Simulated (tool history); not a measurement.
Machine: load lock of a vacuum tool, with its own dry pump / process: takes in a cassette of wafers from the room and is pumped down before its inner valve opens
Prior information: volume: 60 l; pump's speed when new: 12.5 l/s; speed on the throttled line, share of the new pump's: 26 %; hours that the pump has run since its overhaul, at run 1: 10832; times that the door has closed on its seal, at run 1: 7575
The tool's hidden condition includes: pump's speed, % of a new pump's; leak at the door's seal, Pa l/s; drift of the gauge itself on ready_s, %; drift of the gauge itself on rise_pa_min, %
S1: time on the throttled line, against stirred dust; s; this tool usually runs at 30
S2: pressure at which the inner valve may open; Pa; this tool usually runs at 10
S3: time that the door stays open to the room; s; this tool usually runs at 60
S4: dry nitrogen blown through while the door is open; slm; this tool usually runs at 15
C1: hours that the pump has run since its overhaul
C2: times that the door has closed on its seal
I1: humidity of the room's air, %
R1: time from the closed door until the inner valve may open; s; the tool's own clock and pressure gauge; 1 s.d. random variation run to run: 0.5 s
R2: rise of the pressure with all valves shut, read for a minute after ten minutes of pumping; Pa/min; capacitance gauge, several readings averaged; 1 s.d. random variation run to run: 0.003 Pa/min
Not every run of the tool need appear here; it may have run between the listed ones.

run 1 hour=0 | S1=30 S2=10 S3=60 S4=15 | C1=10832 C2=7575 | I1=42.7 | R1=66.4 R2=0.051
run 2 hour=97.5 | S1=30 S2=10 S3=60 S4=15 | C1=10929 C2=7763 | I1=45.5 | R1=67.6 R2=0.048
run 3 hour=198.5 | S1=24 S2=10 S3=60 S4=15 | C1=11030 C2=7957 | I1=43.7 | R1=61.6 R2=0.049
run 4 hour=286.6 | S1=24 S2=10 S3=60 S4=15 | C1=11119 C2=8127 | I1=42.7 | R1=62.5 R2=0.051
run 5 hour=353.6 | S1=24 S2=10 S3=60 S4=15 | C1=11186 C2=8255 | I1=44.5 | R1=63 R2=0.046
run 6 hour=410.4 | S1=24 S2=10 S3=60 S4=15 | C1=11242 C2=8365 | I1=44.7 | R1=62.7 R2=0.051
run 7 hour=491 | S1=33 S2=10 S3=60 S4=15 | C1=11323 C2=8520 | I1=45.1 | R1=69.2 R2=0.048
run 8 hour=581.2 | S1=33 S2=9 S3=60 S4=35 | C1=11413 C2=8693 | I1=44.8 | R1=70.5 R2=0.037
run 9 hour=654.5 | S1=33 S2=9 S3=60 S4=36 | C1=11486 C2=8834 | I1=50.6 | R1=70.2 R2=0.039
run 10 hour=713.5 | S1=55 S2=10 S3=60 S4=36 | C1=11545 C2=8948 | I1=43.7 | R1=86.1 R2=0.039
-- hour=808.1 dry pump taken out, an overhauled one fitted
run 11 hour=808.4 | S1=39 S2=8 S3=60 S4=6 | C1=0 C2=9119 | I1=47.5 | R1=76.2 R2=0.063

Consider 3 possible next runs. They are alternatives, not a sequence: every one starts from the tool as it was left by run 11. What does each give?
run A hour=888.4 | S1=39 S2=10 S3=113 S4=32 | C1=80 C2=9273 | I1=45.8 | R1=? R2=?
run B hour=888.4 | S1=19 S2=14 S3=71 S4=15 | C1=80 C2=9273 | I1=45.8 | R1=? R2=?
run C hour=888.4 | S1=47 S2=11 S3=60 S4=21 | C1=80 C2=9273 | I1=41.9 | R1=? R2=?

run=A R1=74 R2=0.051
run=B R1=56.9 R2=0.052
run=C R1=78.8 R2=0.043
The same runs, with their run-to-run variation unchanged, on a tool lacking any hidden condition would have given:
run=A R1=74 R2=0.051
run=B R1=56.9 R2=0.052
run=C R1=78.8 R2=0.043

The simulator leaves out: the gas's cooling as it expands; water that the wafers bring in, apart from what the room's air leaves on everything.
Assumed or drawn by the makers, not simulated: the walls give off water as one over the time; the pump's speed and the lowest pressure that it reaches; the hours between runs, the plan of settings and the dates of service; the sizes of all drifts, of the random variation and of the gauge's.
